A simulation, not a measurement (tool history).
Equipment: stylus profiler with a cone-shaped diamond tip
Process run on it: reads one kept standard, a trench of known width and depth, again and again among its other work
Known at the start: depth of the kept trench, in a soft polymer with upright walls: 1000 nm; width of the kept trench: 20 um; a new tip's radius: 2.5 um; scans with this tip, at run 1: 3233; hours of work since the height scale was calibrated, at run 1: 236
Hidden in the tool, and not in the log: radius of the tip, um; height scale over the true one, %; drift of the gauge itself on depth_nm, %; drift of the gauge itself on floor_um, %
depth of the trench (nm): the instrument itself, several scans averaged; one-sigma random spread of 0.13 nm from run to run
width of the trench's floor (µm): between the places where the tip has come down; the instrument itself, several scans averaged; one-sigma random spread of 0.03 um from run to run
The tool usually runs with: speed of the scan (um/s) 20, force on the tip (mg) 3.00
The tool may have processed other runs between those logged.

run     day  speed of the scan (um/s)  force on the tip (mg)  scans with this tip  hours of work since the height scale was calibrated  depth of the trench (nm)  width of the trench's floor (µm)
  1   0.000                        20                   3.00                 3233                                                  236                   1007.80                             14.93
  2   0.796                        20                   4.40                 3400                                                  249                   1009.90                             15.04
  3   1.971                        20                   4.40                 3647                                                  267                   1010.11                             14.89
  4   2.921                        20                   4.40                 3847                                                  281                   1010.21                             14.78
  5   3.667                        34                   4.40                 4003                                                  293                   1010.03                             14.76
  6   4.854                        34                   4.40                 4252                                                  311                   1010.11                             14.65
  7   5.942                        20                   3.00                 4481                                                  328                   1007.91                             14.63
  8   6.983                        20                   2.82                 4700                                                  344                   1007.58                             14.56
  9   7.550                        54                   3.00                 4820                                                  353                   1008.02                             14.43
 10   8.588                        54                   3.00                 5037                                                  369                   1007.99                             14.44
 11   9.417                        20                   3.00                 5212                                                  381                   1007.80                             14.42
 12  10.096                        15                   3.00                 5354                                                  392                   1008.16                             14.41
 13  10.921                        69                   3.00                 5528                                                  404                   1008.09                             14.26
 14  12.196                        69                   3.00                 5795                                                  424                   1008.29                             14.25
 15  13.267                        69                   3.00                 6021                                                  441                   1008.10                             14.14
 16  14.200                        69                   3.00                 6217                                                  455                   1008.28                             14.13
 17  15.183                         6                   3.00                 6423                                                  470                   1008.41                             14.14
 18  16.088                         6                   3.00                 6614                                                  484                   1008.02                             14.16
 19  17.262                        20                   3.00                 6861                                                  502                   1008.21                             14.03
     17.379  -- height scale calibrated on a step standard
 20  18.542                        20                   3.00                 7125                                                   18                   1009.16                             14.02
 21  19.388                        20                   3.00                 7303                                                   31                   1008.91                             13.96
 22  20.504                        20                   3.00                 7537                                                   48                   1008.60                             13.88
 23  21.542                         9                   3.00                 7756                                                   64                   1008.99                             13.88
 24  22.196                         9                   3.00                 7893                                                   74                   1008.92                             13.85
 25  23.471                        18                   6.66                 8161                                                   94                   1014.26                             13.75
     24.150  -- height scale calibrated on a step standard, once more
 26  24.500                        72                   5.50                 8373                                                    5                   1011.04                             13.65
 27  25.625                        18                   5.50                 8609                                                   23                   1011.22                             13.70
 28  26.792                        66                   2.30                 8855                                                   41                   1006.18                             13.47
 29  27.750                        66                   2.30                 9056                                                   55                   1006.19                             13.46
 30  28.904                        66                   2.30                 9298                                                   73                   1006.14                             13.41
     29.454  -- new tip fitted, height scale calibrated
 31  30.125                        13                   3.60                  142                                                   10                   1008.58                             15.96
 32  30.708                        22                   3.54                  264                                                   19                   1008.68                             15.87
 33  31.958                        20                   6.55                  526                                                   38                   1012.54                             15.75
 34  32.750                        45                   1.13                  693                                                   51                   1004.09                             15.66
 35  33.800                        45                   1.13                  913                                                   67                   1004.29                             15.54
 36  34.992                        45                   4.23                 1164                                                   85                   1009.80                             15.57
 37  35.738                        21                   4.52                 1321                                                   97                   1010.26                             15.59
 38  36.875                        10                   6.19                 1560                                                  114                   1012.27                             15.43
 39  37.721                         6                   1.01                 1738                                                  127                   1004.00                             15.40
 40  38.750                        45                   3.23                 1954                                                  143                   1008.22                             15.33
 41  39.533                        32                   3.89                 2119                                                  155                   1009.44                             15.24
 42  40.450                        50                   2.35                 2311                                                  169                   1006.89                             15.13
 43  41.729                        36                   5.08                 2580                                                  189                   1010.98                             15.12
 44  42.475                        36                   5.08                 2737                                                  200                   1011.15                             15.07
 45  43.212                        36                   5.08                 2892                                                  212                   1011.28                             15.02

Below are 4 alternative next runs, each starting from the tool's condition after run 45. Predict each:
  A  43.958                        20                   1.74                 3049                                                  223                         ?                                 ?
  B  43.958                        19                   6.31                 3049                                                  223                         ?                                 ?
  C  43.958                         7                   3.99                 3049                                                  223                         ?                                 ?
  D  43.958                        21                   3.00                 3049                                                  223                         ?                                 ?

run  depth of the trench (nm)  width of the trench's floor (µm)
  A                   1005.84                             14.98
  B                   1012.88                             15.00
  C                   1009.54                             15.01
  D                   1007.97                             15.04
Stripped of hidden state, with their random variation kept, the same runs would have yielded:
run  depth of the trench (nm)  width of the trench's floor (µm)
  A                   1005.18                             15.95
  B                   1012.22                             15.98
  C                   1008.88                             15.98
  D                   1007.31                             16.02
